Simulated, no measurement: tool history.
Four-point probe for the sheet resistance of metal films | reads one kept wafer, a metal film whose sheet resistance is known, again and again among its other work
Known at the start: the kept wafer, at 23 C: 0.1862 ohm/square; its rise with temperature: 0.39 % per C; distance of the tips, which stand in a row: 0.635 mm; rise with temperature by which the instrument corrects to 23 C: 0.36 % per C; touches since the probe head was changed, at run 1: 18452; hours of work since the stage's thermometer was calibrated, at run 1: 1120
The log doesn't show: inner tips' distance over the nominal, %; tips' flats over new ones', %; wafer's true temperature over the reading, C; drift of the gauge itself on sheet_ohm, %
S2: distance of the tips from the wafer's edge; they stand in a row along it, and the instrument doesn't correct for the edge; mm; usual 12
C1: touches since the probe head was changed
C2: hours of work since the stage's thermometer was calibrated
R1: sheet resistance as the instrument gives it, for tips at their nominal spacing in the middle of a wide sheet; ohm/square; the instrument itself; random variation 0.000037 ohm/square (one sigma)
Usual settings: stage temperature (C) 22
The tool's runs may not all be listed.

Run 1, hour 0.0: usual settings; C1 18452; C2 1120. Result: R1 0.186799 ohm/square.
Run 2, hour 10.5: usual settings; C1 18790; C2 1126. Result: R1 0.186768 ohm/square.
Run 3, hour 23.1: usual settings; C1 19196; C2 1132. Result: R1 0.186768 ohm/square.
Run 4, hour 38.0: usual settings; C1 19677; C2 1140. Result: R1 0.186720 ohm/square.
Run 5, hour 49.6: usual settings; C1 20054; C2 1146. Result: R1 0.186793 ohm/square.
Run 6, hour 59.1: usual settings; C1 20358; C2 1151. Result: R1 0.186772 ohm/square.
Run 7, hour 75.1: usual settings but S2 4 mm; C1 20875; C2 1160. Result: R1 0.189019 ohm/square.
Run 8, hour 83.7: usual settings but S2 4 mm; C1 21155; C2 1165. Result: R1 0.189015 ohm/square.
Run 9, hour 91.1: usual settings but S2 4 mm; C1 21394; C2 1168. Result: R1 0.189071 ohm/square.
Run 10, hour 98.2: usual settings but S2 4 mm; C1 21623; C2 1172. Result: R1 0.189029 ohm/square.
Run 11, hour 113.3: usual settings; C1 22110; C2 1180. Result: R1 0.186760 ohm/square.
Run 12, hour 124.2: usual settings but S2 7 mm; C1 22462; C2 1186. Result: R1 0.187398 ohm/square.
Run 13, hour 131.8: usual settings; C1 22706; C2 1190. Result: R1 0.186827 ohm/square.
Run 14, hour 143.6: usual settings; C1 23087; C2 1196. Result: R1 0.186867 ohm/square.
Run 15, hour 150.6: usual settings; C1 23315; C2 1200. Result: R1 0.186811 ohm/square.
Run 16, hour 166.8: usual settings but stage temperature (C) 24, S2 6 mm; C1 23836; C2 1209. Result: R1 0.187777 ohm/square.
Run 17, hour 180.2: usual settings but stage temperature (C) 34, S2 65 mm; C1 24271; C2 1216. Result: R1 0.187162 ohm/square.
Run 18, hour 192.5: usual settings but stage temperature (C) 34, S2 65 mm; C1 24667; C2 1222. Result: R1 0.187119 ohm/square.
At hour 193.9: stage's thermometer calibrated.
Run 19, hour 201.2: usual settings but stage temperature (C) 28, S2 9 mm; C1 24933; C2 4. Result: R1 0.187354 ohm/square.
Run 20, hour 215.0: usual settings but stage temperature (C) 34, S2 24 mm; C1 25378; C2 11. Result: R1 0.187197 ohm/square.
Run 21, hour 228.2: usual settings but stage temperature (C) 28, S2 5 mm; C1 25802; C2 18. Result: R1 0.188461 ohm/square.
At hour 231.3: stage's thermometer calibrated, once more.
Run 22, hour 243.9: usual settings but stage temperature (C) 27; C1 26295; C2 7. Result: R1 0.187349 ohm/square.
Run 23, hour 254.7: usual settings but stage temperature (C) 30, S2 6 mm; C1 26643; C2 12. Result: R1 0.188177 ohm/square.
Run 24, hour 265.9: usual settings but stage temperature (C) 27, S2 38 mm; C1 27006; C2 18. Result: R1 0.187076 ohm/square.
Run 25, hour 280.8: usual settings but stage temperature (C) 21, S2 11 mm; C1 27485; C2 26. Result: R1 0.187017 ohm/square.
Run 26, hour 296.1: usual settings but stage temperature (C) 21, S2 11 mm; C1 27980; C2 34. Result: R1 0.187057 ohm/square.
Run 27, hour 302.8: usual settings but stage temperature (C) 19, S2 40 mm; C1 28196; C2 38. Result: R1 0.186684 ohm/square.
Run 28, hour 309.7: usual settings but stage temperature (C) 26, S2 23 mm; C1 28420; C2 42. Result: R1 0.187148 ohm/square.
Run 29, hour 317.5: usual settings but stage temperature (C) 26, S2 23 mm; C1 28671; C2 46. Result: R1 0.187092 ohm/square.
Run 30, hour 331.0: usual settings; C1 29106; C2 53. Result: R1 0.187167 ohm/square.

4 ways to go on from here, each from the tool as it stands after run 30. What would each give?
Run A, hour 343.0: usual settings but S2 20 mm; C1 29495; C2 59. Result: R1 ?.
Run B, hour 343.0: usual settings but stage temperature (C) 31, S2 15 mm; C1 29495; C2 59. Result: R1 ?.
Run C, hour 343.0: usual settings but stage temperature (C) 27, S2 33 mm; C1 29495; C2 59. Result: R1 ?.
Run D, hour 343.0: usual settings but stage temperature (C) 21, S2 28 mm; C1 29495; C2 59. Result: R1 ?.

run        R1
  A  0.186939
  B  0.187446
  C  0.187146
  D  0.186865
Without the tool's hidden state the same runs would have given:
run        R1
  A  0.186268
  B  0.186773
  C  0.186475
  D  0.186194

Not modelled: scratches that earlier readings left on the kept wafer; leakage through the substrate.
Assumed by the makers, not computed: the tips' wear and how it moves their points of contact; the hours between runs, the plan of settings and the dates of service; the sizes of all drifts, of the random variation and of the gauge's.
